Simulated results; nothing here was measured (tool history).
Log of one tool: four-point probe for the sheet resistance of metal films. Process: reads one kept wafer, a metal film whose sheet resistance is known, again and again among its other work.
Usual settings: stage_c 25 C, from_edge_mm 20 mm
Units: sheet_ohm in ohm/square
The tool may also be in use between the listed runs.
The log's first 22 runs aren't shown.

{"run": 23, "hour": 1814.6, "stage_c": 25, "from_edge_mm": 20, "sheet_ohm": 18.159925}
{"run": 24, "hour": 1870.8, "stage_c": 25, "from_edge_mm": 20, "sheet_ohm": 18.158923}
{"run": 25, "hour": 1957.0, "stage_c": 25, "from_edge_mm": 20, "sheet_ohm": 18.155605}
{"run": 26, "hour": 2017.9, "stage_c": 25, "from_edge_mm": 20, "sheet_ohm": 18.159551}
{"run": 27, "hour": 2065.8, "stage_c": 27, "from_edge_mm": 3, "sheet_ohm": 18.430309}
{"run": 28, "hour": 2161.6, "stage_c": 27, "from_edge_mm": 3, "sheet_ohm": 18.427115}
{"run": 29, "hour": 2254.4, "stage_c": 28, "from_edge_mm": 8, "sheet_ohm": 18.201868}
{"run": 30, "hour": 2353.2, "stage_c": 28, "from_edge_mm": 8, "sheet_ohm": 18.206596}
{"run": 31, "hour": 2459.6, "stage_c": 21, "from_edge_mm": 27, "sheet_ohm": 18.133184}
{"run": 32, "hour": 2546.3, "stage_c": 21, "from_edge_mm": 27, "sheet_ohm": 18.127549}
{"run": 33, "hour": 2603.5, "stage_c": 26, "from_edge_mm": 6, "sheet_ohm": 18.221526}
{"run": 34, "hour": 2687.7, "stage_c": 26, "from_edge_mm": 6, "sheet_ohm": 18.218521}
{"run": 35, "hour": 2769.4, "stage_c": 26, "from_edge_mm": 6, "sheet_ohm": 18.206902}
{"run": 36, "hour": 2816.1, "stage_c": 26, "from_edge_mm": 5, "sheet_ohm": 18.252627}
{"run": 37, "hour": 2865.3, "stage_c": 25, "from_edge_mm": 54, "sheet_ohm": 18.146}
{"run": 38, "hour": 2932.4, "stage_c": 25, "from_edge_mm": 54, "sheet_ohm": 18.140712}
{"run": 39, "hour": 3038.0, "stage_c": 25, "from_edge_mm": 8, "sheet_ohm": 18.170167}
{"run": 40, "hour": 3137.3, "stage_c": 25, "from_edge_mm": 8, "sheet_ohm": 18.176867}
{"run": 41, "hour": 3217.7, "stage_c": 21, "from_edge_mm": 48, "sheet_ohm": 18.116917}
{"run": 42, "hour": 3269.5, "stage_c": 23, "from_edge_mm": 21, "sheet_ohm": 18.131289}
{"run": 43, "hour": 3376.3, "stage_c": 21, "from_edge_mm": 4, "sheet_ohm": 18.271462}
{"run": 44, "hour": 3423.4, "stage_c": 21, "from_edge_mm": 4, "sheet_ohm": 18.266658}
{"run": 45, "hour": 3506.5, "stage_c": 23, "from_edge_mm": 11, "sheet_ohm": 18.148411}

4 ways to go on from here, each from the tool as it stands after run 45. What would each give?
{"run": "A", "hour": 3596.6, "stage_c": 32, "from_edge_mm": 20, "sheet_ohm": "?"}
{"run": "B", "hour": 3596.6, "stage_c": 27, "from_edge_mm": 17, "sheet_ohm": "?"}
{"run": "C", "hour": 3596.6, "stage_c": 23, "from_edge_mm": 15, "sheet_ohm": "?"}
{"run": "D", "hour": 3596.6, "stage_c": 25, "from_edge_mm": 4, "sheet_ohm": "?"}

run=A sheet_ohm=18.164260
run=B sheet_ohm=18.151567
run=C sheet_ohm=18.132930
run=D sheet_ohm=18.281543
Without the tool's hidden state the same runs would have given:
run=A sheet_ohm=18.174453
run=B sheet_ohm=18.161536
run=C sheet_ohm=18.142709
run=D sheet_ohm=18.291479
